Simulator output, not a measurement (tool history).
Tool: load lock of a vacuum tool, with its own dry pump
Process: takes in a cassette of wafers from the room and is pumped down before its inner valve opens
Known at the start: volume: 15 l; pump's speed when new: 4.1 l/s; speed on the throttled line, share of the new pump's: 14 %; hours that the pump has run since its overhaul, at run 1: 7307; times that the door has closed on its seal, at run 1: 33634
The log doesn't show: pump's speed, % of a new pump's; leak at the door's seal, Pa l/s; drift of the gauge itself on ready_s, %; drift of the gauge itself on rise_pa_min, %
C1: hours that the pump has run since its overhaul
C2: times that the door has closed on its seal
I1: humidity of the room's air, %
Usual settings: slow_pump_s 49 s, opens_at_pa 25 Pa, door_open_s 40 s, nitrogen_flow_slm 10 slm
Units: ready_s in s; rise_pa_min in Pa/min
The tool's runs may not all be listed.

Run 1, hour 0: usual settings; C1 7307; C2 33634; I1 41.3. Result: ready_s 74.6 s, rise_pa_min 0.135 Pa/min.
Run 2, hour 119.6: usual settings; C1 7427; C2 34016; I1 47.7. Result: ready_s 75.5 s, rise_pa_min 0.142 Pa/min.
Run 3, hour 287.3: usual settings; C1 7595; C2 34551; I1 41.3. Result: ready_s 74.9 s, rise_pa_min 0.139 Pa/min.
Run 4, hour 451.6: usual settings; C1 7759; C2 35076; I1 44.5. Result: ready_s 75.3 s, rise_pa_min 0.15 Pa/min.
Run 5, hour 637.1: usual settings; C1 7944; C2 35668; I1 42.9. Result: ready_s 75.1 s, rise_pa_min 0.149 Pa/min.
Run 6, hour 792.1: usual settings; C1 8099; C2 36163; I1 45.1. Result: ready_s 76.2 s, rise_pa_min 0.156 Pa/min.
Run 7, hour 973.5: usual settings; C1 8281; C2 36742; I1 47.4. Result: ready_s 75.9 s, rise_pa_min 0.156 Pa/min.
Run 8, hour 1128.9: usual settings but opens_at_pa 23 Pa; C1 8436; C2 37238; I1 45.9. Result: ready_s 75.3 s, rise_pa_min 0.163 Pa/min.
Run 9, hour 1272.9: usual settings but opens_at_pa 23 Pa; C1 8580; C2 37698; I1 46.9. Result: ready_s 76.3 s, rise_pa_min 0.159 Pa/min.
Run 10, hour 1401.3: usual settings but door_open_s 33 s; C1 8709; C2 38108; I1 43.1. Result: ready_s 75.9 s, rise_pa_min 0.157 Pa/min.
Run 11, hour 1558.6: usual settings; C1 8866; C2 38610; I1 47.3. Result: ready_s 75.5 s, rise_pa_min 0.167 Pa/min.
Run 12, hour 1653.4: usual settings; C1 8961; C2 38912; I1 43.9. Result: ready_s 75.5 s, rise_pa_min 0.169 Pa/min.
Run 13, hour 1777.4: usual settings but slow_pump_s 96 s, opens_at_pa 48 Pa, door_open_s 214 s, nitrogen_flow_slm 17 slm; C1 9085; C2 39309; I1 41.9. Result: ready_s 112.6 s, rise_pa_min 0.193 Pa/min.
Run 14, hour 1892.8: usual settings but door_open_s 88 s, nitrogen_flow_slm 13 slm; C1 9200; C2 39677; I1 46.2. Result: ready_s 76.4 s, rise_pa_min 0.186 Pa/min.
Run 15, hour 2017.6: usual settings but door_open_s 33 s, nitrogen_flow_slm 13 slm; C1 9325; C2 40075; I1 46.9. Result: ready_s 75.6 s, rise_pa_min 0.17 Pa/min.
Run 16, hour 2197.1: usual settings but door_open_s 33 s, nitrogen_flow_slm 13 slm; C1 9504; C2 40648; I1 44.7. Result: ready_s 76.6 s, rise_pa_min 0.17 Pa/min.
Run 17, hour 2302.2: usual settings but opens_at_pa 22 Pa, nitrogen_flow_slm 4 slm; C1 9609; C2 40984; I1 41.3. Result: ready_s 77.1 s, rise_pa_min 0.179 Pa/min.
Run 18, hour 2399.9: usual settings but opens_at_pa 18 Pa, nitrogen_flow_slm 4 slm; C1 9707; C2 41296; I1 42.6. Result: ready_s 77.5 s, rise_pa_min 0.184 Pa/min.
Run 19, hour 2496: usual settings but opens_at_pa 18 Pa, nitrogen_flow_slm 4 slm; C1 9803; C2 41602; I1 42.4. Result: ready_s 77.8 s, rise_pa_min 0.182 Pa/min.
Run 20, hour 2608.6: usual settings but opens_at_pa 18 Pa, nitrogen_flow_slm 4 slm; C1 9916; C2 41962; I1 47.5. Result: ready_s 77.3 s, rise_pa_min 0.192 Pa/min.
At hour 2690.8: door's seal changed, seat wiped.
Run 21, hour 2709.9: usual settings but opens_at_pa 18 Pa, nitrogen_flow_slm 4 slm; C1 10016; C2 61; I1 46.5. Result: ready_s 77.5 s, rise_pa_min 0.048 Pa/min.
Run 22, hour 2866.1: usual settings but slow_pump_s 28 s, opens_at_pa 49 Pa, door_open_s 60 s, nitrogen_flow_slm 11 slm; C1 10172; C2 559; I1 46.5. Result: ready_s 55.8 s, rise_pa_min 0.042 Pa/min.
Run 23, hour 3042.4: usual settings but slow_pump_s 28 s, opens_at_pa 49 Pa, door_open_s 60 s, nitrogen_flow_slm 11 slm; C1 10348; C2 1122; I1 46.8. Result: ready_s 56.6 s, rise_pa_min 0.054 Pa/min.
Run 24, hour 3170.9: usual settings but slow_pump_s 28 s, opens_at_pa 42 Pa; C1 10477; C2 1532; I1 45.9. Result: ready_s 56.9 s, rise_pa_min 0.054 Pa/min.

3 ways to go on from here, each from the tool as it stands after run 24. What would each give?
Run A, hour 3331.3: usual settings but slow_pump_s 28 s, opens_at_pa 42 Pa, nitrogen_flow_slm 6 slm; C1 10637; C2 2045; I1 46.2. Result: ready_s ?, rise_pa_min ?.
Run B, hour 3331.3: usual settings but slow_pump_s 28 s, door_open_s 178 s, nitrogen_flow_slm 7 slm; C1 10637; C2 2045; I1 44.6. Result: ready_s ?, rise_pa_min ?.
Run C, hour 3331.3: usual settings but slow_pump_s 28 s, opens_at_pa 34 Pa, door_open_s 43 s; C1 10637; C2 2045; I1 44.8. Result: ready_s ?, rise_pa_min ?.

run  ready_s  rise_pa_min
  A       57        0.055
  B     59.2        0.089
  C     57.6        0.046
Without the tool's hidden state the same runs would have given:
run  ready_s  rise_pa_min
  A     53.3        0.053
  B     55.2        0.086
  C     53.8        0.044
